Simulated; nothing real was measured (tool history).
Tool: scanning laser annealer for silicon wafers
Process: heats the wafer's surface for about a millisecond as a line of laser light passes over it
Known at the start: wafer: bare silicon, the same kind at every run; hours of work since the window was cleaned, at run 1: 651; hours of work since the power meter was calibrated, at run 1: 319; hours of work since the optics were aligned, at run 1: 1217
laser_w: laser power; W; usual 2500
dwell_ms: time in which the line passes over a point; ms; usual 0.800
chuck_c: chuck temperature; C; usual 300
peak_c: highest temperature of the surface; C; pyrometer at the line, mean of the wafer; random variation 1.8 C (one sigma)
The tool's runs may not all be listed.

run,hour,laser_w,dwell_ms,chuck_c,hours of work since the window was cleaned,hours of work since the power meter was calibrated,hours of work since the optics were aligned,peak_c
1,0.0,2500,0.800,300,651,319,1217,1013
# hour 2.9: window over the wafer cleaned
2,12.6,2500,0.810,300,8,327,1226,1022
3,25.6,2500,0.619,300,18,337,1236,919
4,34.8,2500,0.619,300,25,345,1243,919
5,47.5,2500,0.619,300,36,355,1253,917
6,61.0,2500,0.800,300,46,366,1264,1016
7,73.1,2500,0.800,260,56,375,1274,975
8,87.5,2500,0.800,260,67,387,1285,973
9,99.7,2500,0.800,260,77,396,1295,974
10,113.1,2500,0.800,260,88,407,1306,974
11,122.7,2500,0.800,300,95,415,1313,1019
12,130.0,2386,0.800,300,101,421,1319,981
13,137.6,2386,0.800,300,107,427,1325,983
14,148.8,2500,0.731,310,116,435,1334,992
# hour 162.3: optics aligned, line set to its width
15,163.2,2324,0.645,262,124,443,1,846
16,178.2,2500,0.633,300,136,455,13,926

The next listed run, before its measurement:
17,193.2,2702,0.989,270,148,467,25,?

{"run 17": {"peak_c": 1144}}
Without the tool's hidden state the same run would have given peak_c 1145 C.
